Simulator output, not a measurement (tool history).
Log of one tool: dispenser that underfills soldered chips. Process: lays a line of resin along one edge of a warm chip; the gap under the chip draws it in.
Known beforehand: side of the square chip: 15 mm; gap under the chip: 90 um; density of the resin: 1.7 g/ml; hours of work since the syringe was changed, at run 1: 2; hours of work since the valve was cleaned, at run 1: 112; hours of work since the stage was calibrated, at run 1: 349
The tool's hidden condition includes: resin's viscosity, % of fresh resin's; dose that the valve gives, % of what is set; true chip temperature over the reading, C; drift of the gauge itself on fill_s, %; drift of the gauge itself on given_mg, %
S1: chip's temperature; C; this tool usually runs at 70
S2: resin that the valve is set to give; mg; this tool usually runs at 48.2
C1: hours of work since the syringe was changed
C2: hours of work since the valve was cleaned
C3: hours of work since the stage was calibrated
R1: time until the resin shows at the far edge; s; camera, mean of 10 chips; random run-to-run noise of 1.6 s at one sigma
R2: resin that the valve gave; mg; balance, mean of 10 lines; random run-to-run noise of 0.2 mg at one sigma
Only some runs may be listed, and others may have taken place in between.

run 1 day=0 | S1=70 S2=48.2 | C1=2 C2=112 C3=349 | R1=182 R2=43.66
run 2 day=0.321 | S1=70 S2=48.2 | C1=7 C2=117 C3=354 | R1=213.6 R2=43.12
-- day=0.362 new syringe of resin
-- day=0.517 dispensing valve cleaned and set on the balance
run 3 day=0.629 | S1=70 S2=48.2 | C1=4 C2=2 C3=358 | R1=184.2 R2=48.41
-- day=0.883 new syringe of resin
run 4 day=1.242 | S1=70 S2=48.2 | C1=6 C2=12 C3=368 | R1=206.6 R2=47.37
-- day=1.358 new syringe of resin
run 5 day=1.696 | S1=70 S2=59.4 | C1=6 C2=19 C3=375 | R1=195.5 R2=57.75
-- day=1.867 new syringe of resin
run 6 day=2.188 | S1=70 S2=59.4 | C1=5 C2=27 C3=383 | R1=195.3 R2=58.12
-- day=2.358 new syringe of resin
run 7 day=2.7 | S1=81 S2=58.1 | C1=6 C2=35 C3=391 | R1=132 R2=56.16
-- day=2.85 new syringe of resin
run 8 day=3 | S1=74 S2=48.2 | C1=2 C2=40 C3=396 | R1=154.6 R2=46.49
-- day=3.312 new syringe of resin
run 9 day=3.529 | S1=63 S2=53.2 | C1=4 C2=48 C3=405 | R1=245.9 R2=50.76

Run 10 comes next. What will it give?
-- day=3.8 new syringe of resin
run 10 day=3.979 | S1=66 S2=48.2 | C1=3 C2=55 C3=412 | R1=? R2=?

For run 10 the tool returned R1 214 s, R2 46.1 mg.
The same run, on a tool lacking any hidden state, would have yielded R1 181.5 s, R2 48.55 mg.
